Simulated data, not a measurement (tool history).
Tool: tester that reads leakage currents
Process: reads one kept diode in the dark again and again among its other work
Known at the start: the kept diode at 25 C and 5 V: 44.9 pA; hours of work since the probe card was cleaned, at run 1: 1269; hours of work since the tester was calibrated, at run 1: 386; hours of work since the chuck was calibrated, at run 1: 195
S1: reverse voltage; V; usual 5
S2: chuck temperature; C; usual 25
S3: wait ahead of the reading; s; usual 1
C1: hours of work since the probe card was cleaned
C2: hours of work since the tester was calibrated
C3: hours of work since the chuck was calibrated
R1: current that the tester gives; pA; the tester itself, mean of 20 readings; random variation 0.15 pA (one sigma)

run   hour  S1  S2  S3    C1   C2   C3     R1
  1      0   5  25   1  1269  386  195  46.07
  2   15.5   5  25   1  1275  392  201  46.13
  3   38.1   5  25   1  1285  402  211  46.37
  4   66.9   5  25   1  1297  414  223  46.24
  5   87.2   5  25   1  1306  423  232   46.3
  6  108.9   5  25   1  1315  432  241  46.23

The next listed run, before its measurement:
  7  124.9   5  39  0.4  1322  439  248   ?

{"run 7": {"R1": 158.76}}
Without the tool's hidden state the same run would have given R1 158.83 pA.

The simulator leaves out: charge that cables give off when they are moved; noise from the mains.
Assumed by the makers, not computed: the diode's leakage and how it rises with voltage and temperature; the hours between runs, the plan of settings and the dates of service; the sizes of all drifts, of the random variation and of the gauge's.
